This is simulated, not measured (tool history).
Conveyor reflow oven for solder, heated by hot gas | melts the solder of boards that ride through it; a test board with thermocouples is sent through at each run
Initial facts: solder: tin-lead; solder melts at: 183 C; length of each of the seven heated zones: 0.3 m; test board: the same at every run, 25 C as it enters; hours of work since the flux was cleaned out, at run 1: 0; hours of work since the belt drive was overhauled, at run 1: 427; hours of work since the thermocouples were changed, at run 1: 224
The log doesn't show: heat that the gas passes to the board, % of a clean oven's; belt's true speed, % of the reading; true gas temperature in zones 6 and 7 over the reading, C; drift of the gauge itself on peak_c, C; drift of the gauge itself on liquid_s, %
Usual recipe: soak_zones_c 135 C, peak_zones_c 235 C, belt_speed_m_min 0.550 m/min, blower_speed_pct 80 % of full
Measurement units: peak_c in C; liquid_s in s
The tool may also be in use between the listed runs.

run   hour  soak_zones_c  peak_zones_c  belt_speed_m_min  blower_speed_pct  hours of work since the flux was cleaned out  hours of work since the belt drive was overhauled  hours of work since the thermocouples were changed  peak_c  liquid_s
  1    0.0           135           235             0.550                80                                             0                                                427                                                 224   223.9      53.3
  2   56.9           135           235             0.633                80                                            39                                                466                                                 263   219.5      43.4
  3   97.5           135           243             0.550                80                                            67                                                494                                                 291   230.7      56.7
  4  169.2           135           243             0.550                80                                           116                                                543                                                 340   231.7      56.2
  5  207.3           142           235             0.550                80                                           142                                                569                                                 366   224.1      55.9
  6  262.0           135           235             0.550                80                                           180                                                607                                                 404   223.1      52.5
  7  292.8           135           235             0.550                56                                           201                                                628                                                 425   217.8      49.2
     370.6  -- flux residue cleaned out of gas plates and filters
  8  371.3           135           235             0.550                56                                             0                                                678                                                 475   219.1      49.9
  9  402.0           128           234             0.550                53                                            22                                                700                                                 496   215.9      46.0
 10  447.9           128           234             0.550                53                                            53                                                731                                                 528   215.7      45.4
 11  509.9           135           246             0.550                78                                            95                                                774                                                 570   234.2      58.4
 12  582.4           129           235             0.599                80                                           145                                                823                                                 620   220.8      46.0
 13  654.4           129           235             0.470                80                                           195                                                873                                                 669   227.4      63.7
 14  686.9           148           226             0.511                80                                           217                                                895                                                 692   219.6      59.3
     737.4  -- flux residue cleaned out of gas plates and filters
 15  743.1           137           244             0.524                80                                             4                                                930                                                 727   234.5      61.8

Alternative continuations, all from the tool just after run 15; predict every row:
  A  792.1           135           226             0.550                80                                            38                                                964                                                 760       ?         ?
  B  792.1           137           246             0.643                72                                            38                                                964                                                 760       ?         ?
  C  792.1           144           244             0.497                76                                            38                                                964                                                 760       ?         ?
  D  792.1           147           235             0.554                77                                            38                                                964                                                 760       ?         ?

run  peak_c  liquid_s
  A   216.1      49.9
  B   228.3      47.2
  C   235.8      68.4
  D   226.2      57.7
Had the tool no hidden state, the same runs would have come out as:
run  peak_c  liquid_s
  A   214.8      48.4
  B   227.0      45.9
  C   234.4      66.9
  D   224.8      56.3
